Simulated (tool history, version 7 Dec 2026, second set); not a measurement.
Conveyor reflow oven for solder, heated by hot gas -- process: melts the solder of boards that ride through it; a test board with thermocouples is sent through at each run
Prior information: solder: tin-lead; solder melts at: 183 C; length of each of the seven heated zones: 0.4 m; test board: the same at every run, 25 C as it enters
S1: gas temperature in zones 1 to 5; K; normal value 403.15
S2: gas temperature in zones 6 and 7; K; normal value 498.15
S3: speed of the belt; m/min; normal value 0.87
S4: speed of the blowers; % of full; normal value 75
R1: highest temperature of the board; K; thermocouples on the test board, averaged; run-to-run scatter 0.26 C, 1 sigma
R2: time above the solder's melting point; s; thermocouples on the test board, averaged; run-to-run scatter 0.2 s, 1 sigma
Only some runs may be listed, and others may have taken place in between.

run,hour,S1,S2,S3,S4,R1,R2
1,0,403.15,498.15,0.87,75,482.25,34.4
2,10.2,403.15,498.15,0.87,75,482.45,34.2
3,18.3,403.15,498.15,0.87,75,482.65,34.3
4,31.6,403.15,494.15,0.87,75,478.75,32.3
5,45.3,403.15,494.15,0.87,75,478.75,32.1
6,51.8,403.15,494.15,0.87,75,479.05,32
7,58.9,403.15,506.15,0.87,75,489.35,39
8,68.1,406.15,490.15,0.952,75,472.95,24.5
9,77.2,406.15,490.15,0.952,75,473.65,25
10,88.2,403.15,498.15,0.87,71,481.25,33.7
11,102.5,403.15,498.15,0.87,71,481.25,34.2
12,109.7,403.15,498.15,0.87,85,484.15,36.5
13,118.5,403.15,498.15,0.87,85,484.35,36.3

Below are 5 alternative next runs, each starting from the tool's condition after run 13. Predict each:
A,126.4,393.15,498.15,0.827,58,?,?
B,126.4,391.15,498.15,0.87,75,?,?
C,126.4,403.15,503.15,0.775,51,?,?
D,126.4,403.15,498.15,0.704,75,?,?
E,126.4,403.15,501.15,0.89,75,?,?

run,R1,R2
A,478.25,30.2
B,480.45,30.5
C,484.55,40
D,487.85,49
E,483.95,34.7
What these runs would have given with no unlogged condition in the tool:
run,R1,R2
A,478.35,30.2
B,480.45,30.5
C,484.55,40
D,487.85,49
E,483.95,34.8
